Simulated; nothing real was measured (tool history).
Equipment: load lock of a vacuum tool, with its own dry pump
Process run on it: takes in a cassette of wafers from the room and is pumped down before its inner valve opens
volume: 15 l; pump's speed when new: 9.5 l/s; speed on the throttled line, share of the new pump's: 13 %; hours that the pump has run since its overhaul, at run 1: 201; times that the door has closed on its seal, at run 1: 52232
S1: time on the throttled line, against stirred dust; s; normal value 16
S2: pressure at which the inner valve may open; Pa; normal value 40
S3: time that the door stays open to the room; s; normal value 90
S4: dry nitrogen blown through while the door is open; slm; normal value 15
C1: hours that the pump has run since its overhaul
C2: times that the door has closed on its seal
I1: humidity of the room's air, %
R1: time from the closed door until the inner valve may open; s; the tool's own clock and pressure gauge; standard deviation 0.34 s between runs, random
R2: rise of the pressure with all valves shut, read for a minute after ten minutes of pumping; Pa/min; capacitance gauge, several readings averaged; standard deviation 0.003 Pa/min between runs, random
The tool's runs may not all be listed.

Run 1, hour 0: usual settings; C1 201; C2 52232; I1 45.1. Result: R1 25.8 s, R2 0.042 Pa/min.
Run 2, hour 266.6: usual settings; C1 468; C2 53293; I1 44.8. Result: R1 26.5 s, R2 0.045 Pa/min.
Run 3, hour 826.5: usual settings; C1 1028; C2 55520; I1 42.3. Result: R1 26.2 s, R2 0.044 Pa/min.
Run 4, hour 1128.1: usual settings; C1 1329; C2 56720; I1 42.8. Result: R1 26.3 s, R2 0.041 Pa/min.
Run 5, hour 1519.2: usual settings; C1 1720; C2 58276; I1 45.1. Result: R1 26 s, R2 0.046 Pa/min.
Run 6, hour 1832.7: usual settings; C1 2034; C2 59523; I1 44.2. Result: R1 26 s, R2 0.047 Pa/min.
Run 7, hour 2184.2: usual settings; C1 2385; C2 60921; I1 44.9. Result: R1 25.8 s, R2 0.04 Pa/min.
Run 8, hour 2628.1: usual settings; C1 2829; C2 62687; I1 42.7. Result: R1 26.4 s, R2 0.037 Pa/min.
Run 9, hour 2990.6: usual settings but S3 203 s; C1 3192; C2 64129; I1 49.1. Result: R1 26.2 s, R2 0.071 Pa/min.
Run 10, hour 3555.7: usual settings but S1 12 s; C1 3757; C2 66377; I1 45.8. Result: R1 22.5 s, R2 0.047 Pa/min.
Run 11, hour 3841.2: usual settings but S1 12 s; C1 4042; C2 67513; I1 42.7. Result: R1 22.8 s, R2 0.043 Pa/min.
Run 12, hour 4253.5: usual settings but S1 24 s, S2 50 Pa; C1 4455; C2 69153; I1 43. Result: R1 33.8 s, R2 0.042 Pa/min.
Run 13, hour 4765: usual settings but S1 24 s, S2 50 Pa; C1 4966; C2 71188; I1 39. Result: R1 32.8 s, R2 0.033 Pa/min.
Run 14, hour 5304.8: usual settings but S4 19 slm; C1 5506; C2 73335; I1 45.6. Result: R1 26.1 s, R2 0.045 Pa/min.
At hour 5458.7: door's seal changed, seat wiped.
Run 15, hour 5653.3: usual settings but S3 134 s; C1 5853; C2 774; I1 46. Result: R1 26.5 s, R2 0.055 Pa/min.
Run 16, hour 6085.6: usual settings but S3 134 s; C1 6285; C2 2494; I1 46.5. Result: R1 26.8 s, R2 0.055 Pa/min.
Run 17, hour 6405.3: usual settings but S3 134 s; C1 6605; C2 3766; I1 44.3. Result: R1 25.7 s, R2 0.053 Pa/min.
Run 18, hour 6788.3: usual settings but S1 30 s, S2 37 Pa, S3 78 s; C1 6988; C2 5289; I1 43. Result: R1 39.5 s, R2 0.04 Pa/min.
Run 19, hour 7033.2: usual settings but S3 68 s; C1 7233; C2 6264; I1 47. Result: R1 26.5 s, R2 0.043 Pa/min.
Run 20, hour 7566: usual settings but S3 68 s; C1 7766; C2 8383; I1 42.2. Result: R1 26.4 s, R2 0.037 Pa/min.
Run 21, hour 7997.6: usual settings but S3 68 s; C1 8197; C2 10100; I1 42.9. Result: R1 26 s, R2 0.04 Pa/min.
Run 22, hour 8307: usual settings but S3 68 s; C1 8507; C2 11331; I1 46. Result: R1 26.3 s, R2 0.041 Pa/min.

Take each entry between the runs: how does the hidden state at the last listed run before it differ from the hidden state at the first listed run after it?
After run 14, before run 15: door's seal changed, seat wiped (hour 5458.7)
  leak at the door's seal, Pa l/s: 0.0024 -> 0.002

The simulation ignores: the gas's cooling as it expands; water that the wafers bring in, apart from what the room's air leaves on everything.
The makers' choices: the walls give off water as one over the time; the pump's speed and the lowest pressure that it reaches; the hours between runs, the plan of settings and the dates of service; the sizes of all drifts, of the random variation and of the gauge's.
